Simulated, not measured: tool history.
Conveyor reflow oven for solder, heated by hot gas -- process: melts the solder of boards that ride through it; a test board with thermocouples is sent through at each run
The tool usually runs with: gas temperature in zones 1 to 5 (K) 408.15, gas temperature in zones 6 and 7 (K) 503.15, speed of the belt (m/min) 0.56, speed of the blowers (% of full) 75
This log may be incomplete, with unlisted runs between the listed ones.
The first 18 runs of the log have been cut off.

run	hour	gas temperature in zones 1 to 5 (K)	gas temperature in zones 6 and 7 (K)	speed of the belt (m/min)	speed of the blowers (% of full)	highest temperature of the board (K)	time above the solder's melting point (s)
# hour 1176.5: belt drive overhauled, speed set with a stopwatch
19	1243.6	414.15	498.15	0.46	50	486.45	68.01
20	1309.3	396.15	503.15	0.56	75	488.35	51.25
21	1396.7	408.15	503.15	0.458	75	494.15	74
22	1456.9	398.15	501.15	0.56	78	486.75	50.73
23	1504.4	422.15	510.15	0.561	62	495.25	64.24
# hour 1537: thermocouples of zones 6 and 7 changed
24	1580.6	393.15	510.15	0.561	53	489.55	50.11
# hour 1611.7: flux residue cleaned out of gas plates and filters
25	1661	393.15	510.15	0.561	53	490.35	51.05
26	1725.4	393.15	510.15	0.59	57	489.65	47.8
27	1776.8	393.15	510.15	0.59	57	489.55	47.64

Predict the results of run 28:
28	1851.6	393.15	510.15	0.59	57	?	?

highest temperature of the board (K): 489.25
time above the solder's melting point (s): 47.43
If the tool had no hidden condition, the same run with the same run-to-run variation would have returned highest temperature of the board (K) 490.15, time above the solder's melting point (s) 47.86.
